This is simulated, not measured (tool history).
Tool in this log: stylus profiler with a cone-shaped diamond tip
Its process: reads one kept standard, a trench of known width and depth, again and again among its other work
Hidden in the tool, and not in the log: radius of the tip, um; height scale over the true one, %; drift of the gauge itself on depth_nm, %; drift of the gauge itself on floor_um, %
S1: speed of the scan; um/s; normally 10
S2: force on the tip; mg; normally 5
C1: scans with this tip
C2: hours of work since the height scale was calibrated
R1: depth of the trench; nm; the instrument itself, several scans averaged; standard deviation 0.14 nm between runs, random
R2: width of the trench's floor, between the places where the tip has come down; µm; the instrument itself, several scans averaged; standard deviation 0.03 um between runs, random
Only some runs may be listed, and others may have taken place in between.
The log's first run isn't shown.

run	day	S1	S2	C1	C2	R1	R2
2	1.783	9	5	15570	1059	506.34	25.63
3	4.958	18	5	16409	1116	506.07	25.51
4	7.221	18	2.41	17007	1157	502.54	25.48
5	9.533	7	5	17617	1198	506.03	25.41
6	12.167	7	5	18314	1245	505.87	25.42
7	15.092	7	5	19086	1298	505.89	25.33
8	18.621	10	5	20018	1361	505.6	25.29
9	21.671	10	5	20824	1416	505.58	25.21
10	23.821	10	5	21392	1455	505.44	25.2
11	26.267	10	5	22039	1499	505.43	25.16
# day 29.296: height scale calibrated on a step standard
12	30.108	10	5	23048	15	508.53	25.07
13	31.704	10	5	23469	43	508.75	24.99
14	35.367	10	12.69	24437	109	515.69	24.94
# day 36.554: new tip fitted, height scale calibrated
15	38.5	10	12.69	513	35	515.76	26.98
16	41.35	10	12.69	1266	86	515.54	26.86
17	43.525	10	12.69	1841	125	515.44	26.75
18	45.546	24	5	2375	162	508.41	26.66
19	47.633	24	5	2926	199	508.24	26.63
20	49.583	28	5	3441	234	508.24	26.58
21	53.1	10	5	4371	297	507.81	26.52
22	54.858	10	5	4835	329	507.85	26.46

Predict the results of run 23:
23	58.046	10	5	5677	386	?	?

R1: 507.91 nm
R2: 26.39 µm
With no hidden state in the tool, this same run would have given R1 508.51 nm, R2 26.99 µm.

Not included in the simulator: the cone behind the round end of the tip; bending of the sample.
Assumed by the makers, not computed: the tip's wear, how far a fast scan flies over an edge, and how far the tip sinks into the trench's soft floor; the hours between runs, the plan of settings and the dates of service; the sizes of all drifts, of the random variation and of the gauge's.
